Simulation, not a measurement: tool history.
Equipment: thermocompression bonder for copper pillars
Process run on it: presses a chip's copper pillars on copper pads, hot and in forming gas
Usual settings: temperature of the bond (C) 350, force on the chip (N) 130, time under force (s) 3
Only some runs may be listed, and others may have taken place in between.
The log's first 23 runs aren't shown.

run,hour,temperature of the bond (C),force on the chip (N),time under force (s),force that shears a chip off (N)
24,641.1,350,120,4,59.7
25,676.8,339,130,3,49.6
26,713.1,323,130,4,45.6
27,730.8,323,130,4,46.0
28,761.3,365,130,2,56.8
29,780.7,376,130,7,89.6
# hour 787.3: forming gas filter changed
30,799.5,327,146,2,45.7
31,830.5,327,146,2,44.4
32,854.8,327,146,2,43.5
33,884.6,362,146,2,65.0
34,915.3,362,146,4,83.0
35,938.9,362,146,8,97.4
36,978.1,372,105,2,53.1
37,1004.0,369,109,2,52.7
# hour 1020.4: force cell calibrated
38,1035.8,369,90,2,44.8
39,1065.8,369,90,2,43.7
40,1090.3,348,144,2,56.8

Forecast each of these 3 alternatives for the next run:
A,1122.5,372,98,3,?
B,1122.5,377,144,5,?
C,1122.5,378,162,3,?

run,force that shears a chip off (N)
A,56.5
B,93.7
C,91.0
Stripped of hidden state, with their random variation kept, the same runs would have yielded:
run,force that shears a chip off (N)
A,66.0
B,104.5
C,102.1
